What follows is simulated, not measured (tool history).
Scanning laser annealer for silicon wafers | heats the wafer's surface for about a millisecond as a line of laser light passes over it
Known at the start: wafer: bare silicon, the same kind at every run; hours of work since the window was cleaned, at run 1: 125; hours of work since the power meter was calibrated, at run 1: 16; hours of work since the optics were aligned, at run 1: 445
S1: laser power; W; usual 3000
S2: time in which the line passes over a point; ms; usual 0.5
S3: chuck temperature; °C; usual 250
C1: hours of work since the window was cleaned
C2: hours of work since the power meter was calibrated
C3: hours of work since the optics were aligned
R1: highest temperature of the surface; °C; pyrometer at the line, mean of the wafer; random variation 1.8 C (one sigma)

run   hour    S1     S2   S3   C1   C2   C3    R1
  1      0  3000    0.5  250  125   16  445  1063
  2   12.3  3000    0.5  250  130   21  450  1064
  3   24.6  3000    0.5  250  135   27  455  1064
  4   36.5  3000    0.5  250  140   31  460  1062
  5     48  3000    0.5  250  145   36  465  1061
  6   54.8  3000  0.606  250  147   39  468  1145
  7   60.7  2786    0.5  250  150   41  470   999
  8   68.4  3000  0.577  250  153   45  474  1125
  9   74.1  3000  0.577  250  155   47  476  1122
 10   79.8  3000    0.5  250  158   49  478  1061
 11   86.2  2728    0.5  250  160   52  481   979
 12   98.2  3000  0.434  250  165   57  486  1006
 13  104.7  3000  0.434  250  168   60  489  1005
 14  117.4  3000  0.434  250  173   65  494  1007
 15  124.9  3029  0.406  273  176   68  497  1010
 16    135  3000  0.436  250  181   72  501  1006
 17    143  3220  0.524  250  184   76  505  1150
 18  151.9  3220  0.524  250  188   79  508  1152
 19  160.9  3220  0.524  250  191   83  512  1150
 20  166.6  3220  0.524  250  194   85  514  1149
 21  177.9  2950  0.556  265  198   90  519  1105
 22    187  3000  0.494  231  202   94  523  1035
 23  194.8  2991   0.37  280  205   97  526   972
 24  202.8  3000    0.5  244  209  101  529  1051
 25  213.1  2829    0.5  250  213  105  534  1006

Forecast each of these 3 alternatives for the next run:
  A  225.1  3142    0.5  259  218  110  539   ?
  B  225.1  2727  0.378  213  218  110  539   ?
  C  225.1  2829  0.526  274  218  110  539   ?

run    R1
  A  1111
  B   842
  C  1051
Without the tool's hidden state the same runs would have given:
run    R1
  A  1131
  B   857
  C  1069
